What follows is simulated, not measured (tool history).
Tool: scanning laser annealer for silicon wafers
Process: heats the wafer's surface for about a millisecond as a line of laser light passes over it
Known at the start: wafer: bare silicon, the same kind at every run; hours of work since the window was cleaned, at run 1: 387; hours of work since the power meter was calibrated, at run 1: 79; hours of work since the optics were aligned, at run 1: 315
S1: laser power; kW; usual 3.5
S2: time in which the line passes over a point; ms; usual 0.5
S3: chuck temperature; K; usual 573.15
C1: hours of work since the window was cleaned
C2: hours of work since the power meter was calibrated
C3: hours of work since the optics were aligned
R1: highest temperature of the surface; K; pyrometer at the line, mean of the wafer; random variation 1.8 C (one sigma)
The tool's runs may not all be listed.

Run 1, day 0: usual settings; C1 387; C2 79; C3 315. Result: R1 1293.15 K.
Run 2, day 0.346: usual settings; C1 390; C2 82; C3 318. Result: R1 1290.15 K.
Run 3, day 0.65: usual settings; C1 393; C2 85; C3 321. Result: R1 1291.15 K.
Run 4, day 1.033: usual settings but S1 3.016 kW; C1 397; C2 89; C3 325. Result: R1 1177.15 K.
Run 5, day 1.458: usual settings but S1 3.016 kW; C1 401; C2 93; C3 329. Result: R1 1173.15 K.
Run 6, day 1.75: usual settings but S1 3.016 kW; C1 404; C2 96; C3 332. Result: R1 1176.15 K.
Run 7, day 2.083: usual settings but S1 3.016 kW; C1 407; C2 99; C3 335. Result: R1 1173.15 K.
Run 8, day 2.338: usual settings but S1 3.016 kW; C1 410; C2 102; C3 337. Result: R1 1173.15 K.
Run 9, day 2.704: usual settings; C1 413; C2 106; C3 341. Result: R1 1289.15 K.
Run 10, day 2.921: usual settings; C1 416; C2 108; C3 343. Result: R1 1290.15 K.
Run 11, day 3.238: usual settings; C1 419; C2 111; C3 346. Result: R1 1288.15 K.
Run 12, day 3.604: usual settings; C1 422; C2 114; C3 350. Result: R1 1288.15 K.
Run 13, day 3.967: usual settings; C1 426; C2 118; C3 354. Result: R1 1290.15 K.
Run 14, day 4.188: usual settings; C1 428; C2 120; C3 356. Result: R1 1287.15 K.
Run 15, day 4.396: usual settings; C1 430; C2 122; C3 358. Result: R1 1291.15 K.
Run 16, day 4.817: usual settings; C1 434; C2 126; C3 362. Result: R1 1284.15 K.
Run 17, day 5.125: usual settings; C1 437; C2 129; C3 365. Result: R1 1285.15 K.
Run 18, day 5.375: usual settings; C1 440; C2 132; C3 367. Result: R1 1287.15 K.
Run 19, day 5.808: usual settings but S3 597.15 K; C1 444; C2 136; C3 372. Result: R1 1308.15 K.
Run 20, day 6.054: usual settings but S3 597.15 K; C1 446; C2 138; C3 374. Result: R1 1313.15 K.
Run 21, day 6.246: usual settings but S3 597.15 K; C1 448; C2 140; C3 376. Result: R1 1309.15 K.
Run 22, day 6.521: usual settings but S2 0.39 ms, S3 592.15 K; C1 451; C2 143; C3 379. Result: R1 1231.15 K.
Run 23, day 6.738: usual settings but S1 3.812 kW, S2 0.39 ms, S3 592.15 K; C1 453; C2 145; C3 381. Result: R1 1301.15 K.
Run 24, day 7.188: usual settings but S2 0.473 ms, S3 548.15 K; C1 457; C2 150; C3 385. Result: R1 1245.15 K.
Run 25, day 7.433: usual settings but S1 3.403 kW, S2 0.557 ms, S3 580.15 K; C1 460; C2 152; C3 388. Result: R1 1301.15 K.
Run 26, day 7.829: usual settings but S2 0.434 ms, S3 570.15 K; C1 464; C2 156; C3 391. Result: R1 1239.15 K.
Run 27, day 8.204: usual settings but S2 0.503 ms; C1 467; C2 160; C3 395. Result: R1 1286.15 K.
Run 28, day 8.417: usual settings but S2 0.538 ms; C1 469; C2 162; C3 397. Result: R1 1305.15 K.
Run 29, day 8.8: usual settings but S1 3.537 kW, S2 0.366 ms, S3 556.15 K; C1 473; C2 165; C3 401. Result: R1 1186.15 K.
At day 9.05: optics aligned, line set to its width.
Run 30, day 9.467: usual settings but S1 3.212 kW, S2 0.366 ms, S3 556.15 K; C1 478; C2 170; C3 4. Result: R1 1113.15 K.
Run 31, day 9.738: usual settings but S1 3.212 kW, S2 0.366 ms, S3 556.15 K; C1 480; C2 173; C3 7. Result: R1 1114.15 K.
At day 10.333: optics aligned, line set to its width, once more.
Run 32, day 10.333: usual settings but S1 3.212 kW, S2 0.457 ms, S3 544.15 K; C1 484; C2 176; C3 0. Result: R1 1167.15 K.
Run 33, day 10.675: usual settings but S1 2.993 kW, S3 577.15 K; C1 488; C2 180; C3 3. Result: R1 1176.15 K.
At day 10.817: window over the wafer cleaned.
Run 34, day 11.025: usual settings but S1 3.252 kW; C1 2; C2 182; C3 6. Result: R1 1256.15 K.
Run 35, day 11.4: usual settings but S1 3.278 kW, S2 0.473 ms, S3 540.15 K; C1 6; C2 186; C3 10. Result: R1 1213.15 K.
Run 36, day 11.6: usual settings but S1 3.391 kW, S2 0.473 ms, S3 580.15 K; C1 8; C2 188; C3 12. Result: R1 1279.15 K.
Run 37, day 12.004: usual settings but S1 3.391 kW, S2 0.485 ms, S3 565.15 K; C1 12; C2 192; C3 16. Result: R1 1274.15 K.
Run 38, day 12.208: usual settings but S1 3.29 kW, S2 0.46 ms, S3 576.15 K; C1 14; C2 194; C3 18. Result: R1 1243.15 K.
Run 39, day 12.533: usual settings but S1 3.257 kW; C1 17; C2 197; C3 21. Result: R1 1257.15 K.
Run 40, day 12.925: usual settings but S1 3.257 kW; C1 21; C2 201; C3 25. Result: R1 1252.15 K.
Run 41, day 13.121: usual settings but S1 3.058 kW, S2 0.572 ms; C1 23; C2 203; C3 27. Result: R1 1244.15 K.

Forecast each of these 3 alternatives for the next run:
Run A, day 13.375: usual settings but S2 0.354 ms, S3 561.15 K; C1 25; C2 205; C3 29. Result: R1 ?.
Run B, day 13.375: usual settings but S1 3.774 kW, S2 0.41 ms; C1 25; C2 205; C3 29. Result: R1 ?.
Run C, day 13.375: usual settings but S2 0.499 ms; C1 25; C2 205; C3 29. Result: R1 ?.

run       R1
  A  1200.15
  B  1324.15
  C  1319.15
Without the tool's hidden state the same runs would have given:
run       R1
  A  1199.15
  B  1324.15
  C  1318.15
